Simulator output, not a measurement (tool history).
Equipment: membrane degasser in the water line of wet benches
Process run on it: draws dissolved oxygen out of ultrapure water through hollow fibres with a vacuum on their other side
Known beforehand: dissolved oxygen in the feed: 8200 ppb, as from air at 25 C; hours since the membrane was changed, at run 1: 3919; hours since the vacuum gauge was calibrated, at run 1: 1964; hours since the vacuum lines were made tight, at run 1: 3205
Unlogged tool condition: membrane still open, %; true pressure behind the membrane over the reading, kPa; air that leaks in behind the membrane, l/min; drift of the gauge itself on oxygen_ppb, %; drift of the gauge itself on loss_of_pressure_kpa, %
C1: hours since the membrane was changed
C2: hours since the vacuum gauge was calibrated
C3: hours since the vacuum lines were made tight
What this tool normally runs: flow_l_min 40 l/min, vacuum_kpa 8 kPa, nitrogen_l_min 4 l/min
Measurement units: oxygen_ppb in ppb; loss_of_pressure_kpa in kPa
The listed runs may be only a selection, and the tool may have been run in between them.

Run 1, hour 0: usual settings; C1 3919; C2 1964; C3 3205. Result: oxygen_ppb 141.1 ppb, loss_of_pressure_kpa 49.4 kPa.
At hour 28.4: seals of the vacuum lines changed.
Run 2, hour 153.5: usual settings but vacuum_kpa 6.76 kPa; C1 4070; C2 2115; C3 125. Result: oxygen_ppb 114 ppb, loss_of_pressure_kpa 49.63 kPa.
Run 3, hour 326.3: usual settings; C1 4243; C2 2288; C3 298. Result: oxygen_ppb 142 ppb, loss_of_pressure_kpa 49.62 kPa.
Run 4, hour 486.2: usual settings but nitrogen_l_min 2.14 l/min; C1 4403; C2 2448; C3 458. Result: oxygen_ppb 235.2 ppb, loss_of_pressure_kpa 49.69 kPa.
Run 5, hour 631.2: usual settings; C1 4548; C2 2593; C3 603. Result: oxygen_ppb 143.5 ppb, loss_of_pressure_kpa 49.45 kPa.
Run 6, hour 800.5: usual settings; C1 4717; C2 2762; C3 772. Result: oxygen_ppb 142.7 ppb, loss_of_pressure_kpa 49.85 kPa.
Run 7, hour 1019.2: usual settings; C1 4936; C2 2981; C3 991. Result: oxygen_ppb 145.3 ppb, loss_of_pressure_kpa 49.92 kPa.
Run 8, hour 1186.7: usual settings; C1 5103; C2 3149; C3 1158. Result: oxygen_ppb 144.9 ppb, loss_of_pressure_kpa 50.05 kPa.
Run 9, hour 1351.7: usual settings; C1 5268; C2 3314; C3 1323. Result: oxygen_ppb 147.4 ppb, loss_of_pressure_kpa 50.11 kPa.
Run 10, hour 1579.5: usual settings but flow_l_min 30 l/min; C1 5496; C2 3541; C3 1551. Result: oxygen_ppb 99.9 ppb, loss_of_pressure_kpa 37.41 kPa.
Run 11, hour 1731.7: usual settings but flow_l_min 30 l/min; C1 5648; C2 3694; C3 1703. Result: oxygen_ppb 101.3 ppb, loss_of_pressure_kpa 37.65 kPa.
Run 12, hour 1869.9: usual settings; C1 5786; C2 3832; C3 1842. Result: oxygen_ppb 146.7 ppb, loss_of_pressure_kpa 50.21 kPa.
Run 13, hour 1971.1: usual settings; C1 5888; C2 3933; C3 1943. Result: oxygen_ppb 149.7 ppb, loss_of_pressure_kpa 50.24 kPa.
Run 14, hour 2144.3: usual settings; C1 6061; C2 4106; C3 2116. Result: oxygen_ppb 149.7 ppb, loss_of_pressure_kpa 50.22 kPa.
Run 15, hour 2269.8: usual settings; C1 6186; C2 4232; C3 2241. Result: oxygen_ppb 152.2 ppb, loss_of_pressure_kpa 50.49 kPa.
Run 16, hour 2488: usual settings but flow_l_min 57 l/min; C1 6405; C2 4450; C3 2460. Result: oxygen_ppb 273.5 ppb, loss_of_pressure_kpa 71.86 kPa.
Run 17, hour 2690.1: usual settings but vacuum_kpa 12.26 kPa, nitrogen_l_min 1.85 l/min; C1 6607; C2 4652; C3 2662. Result: oxygen_ppb 460.4 ppb, loss_of_pressure_kpa 50.6 kPa.
Run 18, hour 2856.7: usual settings but flow_l_min 25 l/min, vacuum_kpa 18.67 kPa, nitrogen_l_min 1.85 l/min; C1 6773; C2 4819; C3 2828. Result: oxygen_ppb 490.2 ppb, loss_of_pressure_kpa 31.56 kPa.
Run 19, hour 2967.7: usual settings but flow_l_min 29 l/min, vacuum_kpa 5.02 kPa, nitrogen_l_min 2.82 l/min; C1 6884; C2 4930; C3 2939. Result: oxygen_ppb 65.2 ppb, loss_of_pressure_kpa 36.59 kPa.
At hour 2980.7: vacuum gauge calibrated.
Run 20, hour 3171.1: usual settings but flow_l_min 39 l/min, vacuum_kpa 9.4 kPa, nitrogen_l_min 2.06 l/min; C1 7087; C2 190; C3 3142. Result: oxygen_ppb 326.4 ppb, loss_of_pressure_kpa 49.18 kPa.
At hour 3275.1: seals of the vacuum lines changed.
Run 21, hour 3310.2: usual settings but flow_l_min 39 l/min, vacuum_kpa 9.4 kPa, nitrogen_l_min 2.06 l/min; C1 7224; C2 328; C3 35. Result: oxygen_ppb 326.9 ppb, loss_of_pressure_kpa 49.42 kPa.
At hour 3402.3: vacuum gauge calibrated, once more.
Run 22, hour 3487.5: usual settings but flow_l_min 39 l/min, vacuum_kpa 9.4 kPa, nitrogen_l_min 2.06 l/min; C1 7401; C2 85; C3 212. Result: oxygen_ppb 275.3 ppb, loss_of_pressure_kpa 49.26 kPa.
Run 23, hour 3633.2: usual settings but flow_l_min 29 l/min, vacuum_kpa 13.86 kPa; C1 7547; C2 231; C3 358. Result: oxygen_ppb 189.7 ppb, loss_of_pressure_kpa 36.67 kPa.
Run 24, hour 3875.1: usual settings but flow_l_min 29 l/min, vacuum_kpa 7.59 kPa, nitrogen_l_min 1.82 l/min; C1 7789; C2 473; C3 599. Result: oxygen_ppb 162.5 ppb, loss_of_pressure_kpa 37.06 kPa.
Run 25, hour 4122.3: usual settings but vacuum_kpa 5.57 kPa, nitrogen_l_min 2.37 l/min; C1 8036; C2 720; C3 847. Result: oxygen_ppb 120.4 ppb, loss_of_pressure_kpa 50.98 kPa.
Run 26, hour 4348.5: usual settings but vacuum_kpa 7.87 kPa, nitrogen_l_min 1.84 l/min; C1 8262; C2 946; C3 1073. Result: oxygen_ppb 256.7 ppb, loss_of_pressure_kpa 50.9 kPa.
Run 27, hour 4547.3: usual settings but vacuum_kpa 7.87 kPa, nitrogen_l_min 1.84 l/min; C1 8461; C2 1145; C3 1272. Result: oxygen_ppb 249.2 ppb, loss_of_pressure_kpa 50.94 kPa.
Run 28, hour 4687.9: usual settings but vacuum_kpa 7.87 kPa, nitrogen_l_min 1.84 l/min; C1 8601; C2 1286; C3 1412. Result: oxygen_ppb 254.9 ppb, loss_of_pressure_kpa 51.25 kPa.
Run 29, hour 4917.8: usual settings but vacuum_kpa 6.99 kPa; C1 8831; C2 1516; C3 1642. Result: oxygen_ppb 120 ppb, loss_of_pressure_kpa 51.2 kPa.
At hour 5116.7: membrane cartridge changed.
Run 30, hour 5149.7: usual settings but vacuum_kpa 6.99 kPa; C1 33; C2 1743; C3 1870. Result: oxygen_ppb 113.3 ppb, loss_of_pressure_kpa 48.17 kPa.
Run 31, hour 5337: usual settings but vacuum_kpa 6.99 kPa; C1 220; C2 1931; C3 2057. Result: oxygen_ppb 112.9 ppb, loss_of_pressure_kpa 48.23 kPa.
Run 32, hour 5447.5: usual settings but vacuum_kpa 19.8 kPa, nitrogen_l_min 6.61 l/min; C1 331; C2 2041; C3 2168. Result: oxygen_ppb 257.7 ppb, loss_of_pressure_kpa 48.53 kPa.

Predict each of these 3 candidate next runs independently; none follows another, all start after run 32:
Run A, hour 5676.7: usual settings but vacuum_kpa 19.8 kPa, nitrogen_l_min 5.54 l/min; C1 560; C2 2270; C3 2397. Result: oxygen_ppb ?, loss_of_pressure_kpa ?.
Run B, hour 5676.7: usual settings but flow_l_min 34 l/min, vacuum_kpa 6.77 kPa, nitrogen_l_min 10.55 l/min; C1 560; C2 2270; C3 2397. Result: oxygen_ppb ?, loss_of_pressure_kpa ?.
Run C, hour 5676.7: usual settings but flow_l_min 62 l/min, vacuum_kpa 5.86 kPa, nitrogen_l_min 3.92 l/min; C1 560; C2 2270; C3 2397. Result: oxygen_ppb ?, loss_of_pressure_kpa ?.

run  oxygen_ppb  loss_of_pressure_kpa
  A       297.4                 48.64
  B        39.1                  41.1
  C       219.7                 75.01
What these runs would have given with no unlogged condition in the tool:
run  oxygen_ppb  loss_of_pressure_kpa
  A       290.9                 48.45
  B        36.3                 40.94
  C         207                 74.71
